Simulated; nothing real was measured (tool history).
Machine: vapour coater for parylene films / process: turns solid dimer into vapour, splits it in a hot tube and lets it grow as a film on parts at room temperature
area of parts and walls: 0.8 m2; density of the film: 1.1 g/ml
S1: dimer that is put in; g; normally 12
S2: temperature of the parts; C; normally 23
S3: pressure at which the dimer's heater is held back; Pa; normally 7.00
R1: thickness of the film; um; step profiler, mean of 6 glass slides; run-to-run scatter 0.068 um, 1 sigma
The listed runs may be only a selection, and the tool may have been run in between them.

run,hour,S1,S2,S3,R1
1,0.0,12,23,7.00,8.24
2,35.8,12,23,7.00,8.34
# hour 51.7: trap's valve overhauled
3,103.1,12,23,7.00,8.84
4,162.3,12,23,7.00,8.83
5,206.1,12,23,7.00,8.67
6,249.0,12,23,7.00,8.63
7,333.5,12,23,7.00,8.66
8,385.4,12,23,7.00,8.56
9,455.2,12,23,7.00,8.39
10,512.2,12,23,7.00,8.44
11,580.2,12,23,7.00,8.32
12,617.9,6,18,3.97,4.77
# hour 640.3: trap's valve overhauled
13,707.1,7,17,5.87,5.81

Run 14, settings as shown, results not yet in. Your forecast:
14,773.5,5,23,5.13,?

R1: 3.77 um
Had the tool carried no hidden state, the very same run would have given R1 3.84 um.

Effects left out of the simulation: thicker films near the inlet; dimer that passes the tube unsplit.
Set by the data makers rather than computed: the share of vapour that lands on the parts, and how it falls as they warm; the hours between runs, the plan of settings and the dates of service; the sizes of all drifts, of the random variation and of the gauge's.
